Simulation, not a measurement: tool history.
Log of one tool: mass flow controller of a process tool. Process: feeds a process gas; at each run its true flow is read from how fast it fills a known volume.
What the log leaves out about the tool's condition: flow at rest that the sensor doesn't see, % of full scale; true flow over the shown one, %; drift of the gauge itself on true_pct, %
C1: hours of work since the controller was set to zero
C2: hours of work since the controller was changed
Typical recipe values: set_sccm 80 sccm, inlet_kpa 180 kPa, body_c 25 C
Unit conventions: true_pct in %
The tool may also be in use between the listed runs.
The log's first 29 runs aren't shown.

run 30 hour=3191.1 | set_sccm=22 inlet_kpa=179 body_c=21 | C1=3359 C2=3359 | true_pct=98.85
run 31 hour=3279.3 | set_sccm=41 inlet_kpa=236 body_c=25 | C1=3427 C2=3427 | true_pct=98.56
run 32 hour=3413.3 | set_sccm=41 inlet_kpa=236 body_c=25 | C1=3532 C2=3532 | true_pct=98.73
run 33 hour=3506.7 | set_sccm=22 inlet_kpa=175 body_c=22 | C1=3605 C2=3605 | true_pct=98.85
run 34 hour=3593.5 | set_sccm=22 inlet_kpa=175 body_c=22 | C1=3672 C2=3672 | true_pct=98.71
run 35 hour=3660.5 | set_sccm=11 inlet_kpa=260 body_c=31 | C1=3724 C2=3724 | true_pct=97.44
run 36 hour=3820.6 | set_sccm=15 inlet_kpa=260 body_c=31 | C1=3849 C2=3849 | true_pct=97.36
run 37 hour=3920.5 | set_sccm=12 inlet_kpa=164 body_c=28 | C1=3927 C2=3927 | true_pct=98.11
run 38 hour=4027 | set_sccm=12 inlet_kpa=164 body_c=28 | C1=4010 C2=4010 | true_pct=98.1
run 39 hour=4180.6 | set_sccm=12 inlet_kpa=164 body_c=28 | C1=4129 C2=4129 | true_pct=98.16
run 40 hour=4291.1 | set_sccm=12 inlet_kpa=164 body_c=28 | C1=4215 C2=4215 | true_pct=98.15

Alternative continuations, all from the tool just after run 40; predict every row:
run A hour=4358.5 | set_sccm=12 inlet_kpa=164 body_c=33 | C1=4268 C2=4268 | true_pct=?
run B hour=4358.5 | set_sccm=80 inlet_kpa=180 body_c=31 | C1=4268 C2=4268 | true_pct=?
run C hour=4358.5 | set_sccm=18 inlet_kpa=159 body_c=21 | C1=4268 C2=4268 | true_pct=?
run D hour=4358.5 | set_sccm=71 inlet_kpa=166 body_c=33 | C1=4268 C2=4268 | true_pct=?
run E hour=4358.5 | set_sccm=29 inlet_kpa=164 body_c=28 | C1=4268 C2=4268 | true_pct=?

run=A true_pct=97.78
run=B true_pct=99.13
run=C true_pct=98.99
run=D true_pct=98.85
run=E true_pct=98.32
Without the tool's unlogged condition, the same runs would have read:
run=A true_pct=97.78
run=B true_pct=99.16
run=C true_pct=99
run=D true_pct=98.88
run=E true_pct=98.34
